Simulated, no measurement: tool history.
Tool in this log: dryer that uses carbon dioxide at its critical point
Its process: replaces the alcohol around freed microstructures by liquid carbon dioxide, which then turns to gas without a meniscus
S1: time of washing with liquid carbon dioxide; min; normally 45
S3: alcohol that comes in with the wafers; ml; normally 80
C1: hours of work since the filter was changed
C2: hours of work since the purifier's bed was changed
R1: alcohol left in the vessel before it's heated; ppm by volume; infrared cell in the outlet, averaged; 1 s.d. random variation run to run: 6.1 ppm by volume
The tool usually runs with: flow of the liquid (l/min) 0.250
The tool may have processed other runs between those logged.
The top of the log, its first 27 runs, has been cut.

run 28 day=14.162 | S1=27 flow_of_the_liquid_(l/min)=0.229 S3=21 | C1=437 C2=535 | R1=1037
-- day=14.721 inlet filter changed
run 29 day=14.771 | S1=27 flow_of_the_liquid_(l/min)=0.229 S3=21 | C1=1 C2=545 | R1=726
run 30 day=15.254 | S1=46 flow_of_the_liquid_(l/min)=0.296 S3=91 | C1=9 C2=554 | R1=216
run 31 day=15.925 | S1=50 flow_of_the_liquid_(l/min)=0.382 S3=51 | C1=21 C2=566 | R1=131
run 32 day=16.412 | S1=50 flow_of_the_liquid_(l/min)=0.382 S3=51 | C1=30 C2=575 | R1=128
run 33 day=16.929 | S1=50 flow_of_the_liquid_(l/min)=0.382 S3=51 | C1=39 C2=584 | R1=128
run 34 day=17.538 | S1=64 flow_of_the_liquid_(l/min)=0.391 S3=66 | C1=50 C2=595 | R1=133
run 35 day=18.142 | S1=64 flow_of_the_liquid_(l/min)=0.391 S3=66 | C1=61 C2=605 | R1=131
run 36 day=18.829 | S1=64 flow_of_the_liquid_(l/min)=0.391 S3=66 | C1=73 C2=618 | R1=148
run 37 day=19.462 | S1=70 flow_of_the_liquid_(l/min)=0.261 S3=112 | C1=84 C2=629 | R1=151
run 38 day=19.921 | S1=70 flow_of_the_liquid_(l/min)=0.261 S3=112 | C1=92 C2=637 | R1=159
run 39 day=20.496 | S1=34 flow_of_the_liquid_(l/min)=0.319 S3=25 | C1=103 C2=647 | R1=257

What if the next run were any one of these 4? Each begins from the tool's condition after run 39:
run A day=21.054 | S1=32 flow_of_the_liquid_(l/min)=0.308 S3=23 | C1=113 C2=657 | R1=?
run B day=21.054 | S1=34 flow_of_the_liquid_(l/min)=0.192 S3=25 | C1=113 C2=657 | R1=?
run C day=21.054 | S1=34 flow_of_the_liquid_(l/min)=0.161 S3=98 | C1=113 C2=657 | R1=?
run D day=21.054 | S1=30 flow_of_the_liquid_(l/min)=0.234 S3=67 | C1=113 C2=657 | R1=?

run=A R1=298
run=B R1=872
run=C R1=4371
run=D R1=1677
Take away the tool's hidden state, keep each run's random variation, and the runs would have read:
run=A R1=134
run=B R1=650
run=C R1=3841
run=D R1=1355
